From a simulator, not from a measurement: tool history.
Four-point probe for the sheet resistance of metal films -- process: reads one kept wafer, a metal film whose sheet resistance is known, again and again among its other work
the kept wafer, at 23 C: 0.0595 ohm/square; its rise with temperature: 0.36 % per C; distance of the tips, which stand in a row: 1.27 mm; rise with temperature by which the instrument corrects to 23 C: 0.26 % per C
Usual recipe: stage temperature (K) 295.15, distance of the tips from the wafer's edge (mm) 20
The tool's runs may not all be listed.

run	hour	stage temperature (K)	distance of the tips from the wafer's edge (mm)	sheet resistance as the instrument gives it (ohm/square)
1	0	295.15	20	0.059481
2	51.8	295.15	20	0.059496
3	161.6	304.15	20	0.060062
4	209.2	296.15	20	0.059575
5	268.9	295.15	20	0.059484
6	369	301.15	20	0.059847
7	436.2	301.15	20	0.059893
8	543.3	301.15	18	0.059898
9	610.1	301.15	18	0.059927
10	696.6	301.15	18	0.0599
11	802.7	300.15	20	0.059809
12	883.6	300.15	20	0.059831
13	970.3	305.15	10	0.060533
14	1067.9	306.15	3	0.065322
15	1113.9	306.15	3	0.065308
16	1173.3	296.15	22	0.059558
17	1244.4	296.15	22	0.059543
18	1327.4	301.15	3	0.064985
19	1388.6	301.15	3	0.064987

Expected results for the next run?
20	1486.3	297.15	34	?

sheet resistance as the instrument gives it (ohm/square): 0.059534
Had the tool carried no hidden state, the very same run would have given sheet resistance as the instrument gives it (ohm/square) 0.059587.

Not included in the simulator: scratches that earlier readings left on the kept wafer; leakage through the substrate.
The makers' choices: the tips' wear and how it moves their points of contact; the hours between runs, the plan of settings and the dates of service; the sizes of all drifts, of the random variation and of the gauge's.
